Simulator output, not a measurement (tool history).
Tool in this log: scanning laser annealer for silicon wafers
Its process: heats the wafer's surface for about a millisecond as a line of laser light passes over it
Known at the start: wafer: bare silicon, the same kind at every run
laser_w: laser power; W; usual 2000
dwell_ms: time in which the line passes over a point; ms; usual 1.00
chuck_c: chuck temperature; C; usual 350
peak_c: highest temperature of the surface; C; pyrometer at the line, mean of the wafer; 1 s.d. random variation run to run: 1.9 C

| run | hour | laser_w | dwell_ms | chuck_c | peak_c |
|---|---|---|---|---|---|
| 1 | 0.0 | 2000 | 1.00 | 350 | 1121 |
| 2 | 25.9 | 2000 | 1.00 | 350 | 1121 |
| 3 | 52.7 | 2000 | 1.00 | 350 | 1122 |
| 4 | 66.0 | 2000 | 0.71 | 350 | 1002 |
| 5 | 90.7 | 2000 | 0.71 | 350 | 1004 |
| 6 | 113.0 | 2000 | 1.00 | 350 | 1119 |
| 7 | 136.4 | 2000 | 1.00 | 350 | 1116 |
| 8 | 160.4 | 2000 | 1.00 | 350 | 1119 |
| 9 | 188.0 | 2132 | 0.81 | 359 | 1110 |
| 10 | 208.7 | 2132 | 0.81 | 359 | 1106 |
| 11 | 232.2 | 1786 | 1.00 | 319 | 982 |
| 12 | 248.3 | 1726 | 1.00 | 350 | 988 |
| 13 | 272.0 | 1726 | 1.00 | 336 | 973 |
| 14 | 297.4 | 2000 | 1.00 | 319 | 1083 |
| 15 | 311.9 | 1846 | 0.92 | 319 | 983 |
| 16 | 337.3 | 1834 | 0.77 | 372 | 973 |

Measured minus without-hidden-state, run by run (identical run-to-run variation in each term; gauge scatter may differ):
The tool's hidden condition here consists of: light that passes the window, % of a clean one's; laser's true power over the reading, %; width of the line over the set one, %; drift of the gauge itself on peak_c, C.
| run | peak_c |
|---|---|
| 1 | -17 |
| 2 | -18 |
| 3 | -18 |
| 4 | -17 |
| 5 | -16 |
| 6 | -20 |
| 7 | -21 |
| 8 | -21 |
| 9 | -21 |
| 10 | -22 |
| 11 | -20 |
| 12 | -19 |
| 13 | -20 |
| 14 | -24 |
| 15 | -22 |
| 16 | -20 |

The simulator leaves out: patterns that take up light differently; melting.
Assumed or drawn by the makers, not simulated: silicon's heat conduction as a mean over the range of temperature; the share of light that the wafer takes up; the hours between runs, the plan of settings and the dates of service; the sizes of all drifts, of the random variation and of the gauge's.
